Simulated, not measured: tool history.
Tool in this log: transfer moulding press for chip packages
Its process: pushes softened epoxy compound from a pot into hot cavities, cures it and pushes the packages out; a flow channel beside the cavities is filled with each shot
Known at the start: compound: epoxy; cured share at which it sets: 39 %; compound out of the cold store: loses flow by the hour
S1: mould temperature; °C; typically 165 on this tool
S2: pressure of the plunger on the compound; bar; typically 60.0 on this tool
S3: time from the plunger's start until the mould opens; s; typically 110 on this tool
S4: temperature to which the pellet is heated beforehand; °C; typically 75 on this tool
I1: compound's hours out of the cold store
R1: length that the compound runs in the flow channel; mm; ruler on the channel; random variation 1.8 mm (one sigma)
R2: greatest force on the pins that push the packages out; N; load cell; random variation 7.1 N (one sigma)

run   hour   S1    S2   S3  S4    I1   R1   R2
  1    0.0  165  60.0  110  75  30.9  526  408
  2   23.7  165  60.0  110  75  11.0  556  482
  3   66.8  165  60.0  110  83  34.2  518  515
      93.8  -- cavities cleaned with cleaning compound and waxed
  4  121.6  165  60.0  110  83  42.0  504  666
  5  148.0  165  60.0  126  75  17.6  539  566
  6  189.9  165  60.0  126  75  18.8  534  530
     219.7  -- cavities cleaned with cleaning compound and waxed
  7  230.4  165  60.0  126  75  13.9  545  322
  8  280.1  165  60.0  126  75   8.4  550  429
     307.5  -- plunger's sealing rings changed
     325.9  -- cavities cleaned with cleaning compound and waxed, once more
  9  326.9  165  60.0  126  75  43.7  524  278
 10  351.4  158  60.0  110  83  31.8  556  698
 11  391.7  170  66.9  120  68  28.5  567  387
 12  413.1  160  60.0  110  84  28.9  555  721
     427.7  -- mould's thermocouples calibrated
 13  437.3  165  54.9  110  81  36.3  508  513
     451.2  -- cavities cleaned with cleaning compound and waxed
 14  467.7  165  54.9   91  81  31.3  517  503
 15  492.5  166  51.0  142  75   9.1  527  346
 16  529.8  166  72.3  100  79  22.2  602  555

Consider 5 possible next runs. They are alternatives, not a sequence: every one starts from the tool as it was left by run 16. What does each give?
     574.6  -- cavities cleaned with cleaning compound and waxed
  A  578.0  166  66.7  135  80  43.5   ?   ?
     574.6  -- cavities cleaned with cleaning compound and waxed
  B  578.0  166  72.3  137  79  23.1   ?   ?
     574.6  -- cavities cleaned with cleaning compound and waxed
  C  578.0  166  72.3   90  72  19.5   ?   ?
     574.6  -- cavities cleaned with cleaning compound and waxed
  D  578.0  161  72.6  149  75  28.3   ?   ?
     574.6  -- cavities cleaned with cleaning compound and waxed
  E  578.0  159  72.3  100  79  22.5   ?   ?

run   R1   R2
  A  535  275
  B  593  259
  C  602  429
  D  595  280
  E  612  577
What these runs would have given with no unlogged condition in the tool:
run   R1   R2
  A  549  259
  B  609  244
  C  618  408
  D  611  264
  E  629  549

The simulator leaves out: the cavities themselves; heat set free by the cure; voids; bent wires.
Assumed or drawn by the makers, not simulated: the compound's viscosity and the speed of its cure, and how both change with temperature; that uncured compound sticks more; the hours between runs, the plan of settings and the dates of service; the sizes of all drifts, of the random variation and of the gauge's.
